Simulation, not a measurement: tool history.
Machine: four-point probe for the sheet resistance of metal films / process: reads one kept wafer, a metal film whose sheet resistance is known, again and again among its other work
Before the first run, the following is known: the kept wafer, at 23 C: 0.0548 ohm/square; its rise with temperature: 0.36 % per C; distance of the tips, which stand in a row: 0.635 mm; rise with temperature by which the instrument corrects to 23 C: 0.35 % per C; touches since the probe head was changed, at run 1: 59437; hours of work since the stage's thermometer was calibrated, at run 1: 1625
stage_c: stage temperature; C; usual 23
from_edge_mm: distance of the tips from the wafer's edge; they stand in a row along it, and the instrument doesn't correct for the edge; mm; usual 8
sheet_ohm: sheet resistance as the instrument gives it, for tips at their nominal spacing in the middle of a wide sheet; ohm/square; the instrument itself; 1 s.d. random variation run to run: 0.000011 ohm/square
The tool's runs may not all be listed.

run     day  stage_c  from_edge_mm  touches since the probe head was changed  hours of work since the stage's thermometer was calibrated  sheet_ohm
  1   0.000       23             8                                     59437                                                        1625   0.055510
  2   1.950       30             8                                     62679                                                        1661   0.055571
  3   3.888       19             8                                     65899                                                        1698   0.055565
  4   5.338       19             8                                     68310                                                        1725   0.055567
  5   8.150       19             8                                     72985                                                        1778   0.055612
  6  10.792       19             8                                     77374                                                        1827   0.055648
  7  12.200       19             8                                     79715                                                        1854   0.055675
  8  14.646       19             8                                     83782                                                        1900   0.055720
  9  15.875       23             8                                     85824                                                        1923   0.055739
 10  17.188       23             8                                     88003                                                        1947   0.055760
 11  19.000       23            55                                     91014                                                        1981   0.055591
 12  21.983       24             8                                     95975                                                        2037   0.055841
 13  23.333       23             8                                     98218                                                        2063   0.055865
     24.658  -- new probe head fitted
 14  25.683       23             8                                      1703                                                        2106   0.054890
 15  27.779       23            56                                      5185                                                        2145   0.054723
 16  29.421       23            56                                      7914                                                        2176   0.054752
 17  31.996       23            56                                     12192                                                        2224   0.054801
 18  34.396       23             8                                     16183                                                        2269   0.054998
 19  36.667       23             8                                     19961                                                        2312   0.055044
 20  37.975       23             8                                     22136                                                        2337   0.055080
 21  40.342       23             8                                     26068                                                        2381   0.055084
 22  43.162       24             8                                     30753                                                        2434   0.055147
 23  44.608       24             8                                     33158                                                        2461   0.055158
 24  47.258       24             8                                     37560                                                        2511   0.055214
 25  49.512       24             8                                     41310                                                        2553   0.055226
     51.742  -- stage's thermometer calibrated
 26  52.129       24             8                                     45622                                                           7   0.055135
 27  53.771       24             8                                     48354                                                          38   0.055161
 28  55.138       24            54                                     50627                                                          64   0.055000
 29  57.567       23            49                                     54664                                                         109   0.055036
 30  59.000       23            41                                     57045                                                         136   0.055066
 31  60.904       21            18                                     60211                                                         172   0.055113
 32  63.425       18            53                                     64402                                                         219   0.055113
 33  65.888       18            53                                     68490                                                         265   0.055132
 34  67.542       18            53                                     71241                                                         296   0.055179
 35  70.121       32             9                                     75531                                                         345   0.055371
 36  73.050       32             9                                     80396                                                         400   0.055424
 37  75.996       23             7                                     85294                                                         455   0.055556
 38  77.896       23             7                                     88449                                                         491   0.055559
 39  79.154       23             7                                     90541                                                         514   0.055580
 40  81.388       20             7                                     94252                                                         556   0.055608
 41  82.738       20             7                                     96495                                                         582   0.055612
 42  84.025       20             7                                     98641                                                         606   0.055665
     85.025  -- new probe head fitted
 43  86.154       20             7                                      1878                                                         645   0.055155
 44  88.133       20             6                                      5165                                                         682   0.055265
 45  90.221       20             6                                      8637                                                         721   0.055297

Predict each of these 3 candidate next runs independently; none follows another, all start after run 45:
  A  92.846       28             6                                     13001                                                         771          ?
  B  92.846       23             6                                     13001                                                         771          ?
  C  92.846       32             5                                     13001                                                         771          ?

run  sheet_ohm
  A   0.055382
  B   0.055354
  C   0.055492
Without the tool's hidden state the same runs would have given:
run  sheet_ohm
  A   0.055160
  B   0.055132
  C   0.055270
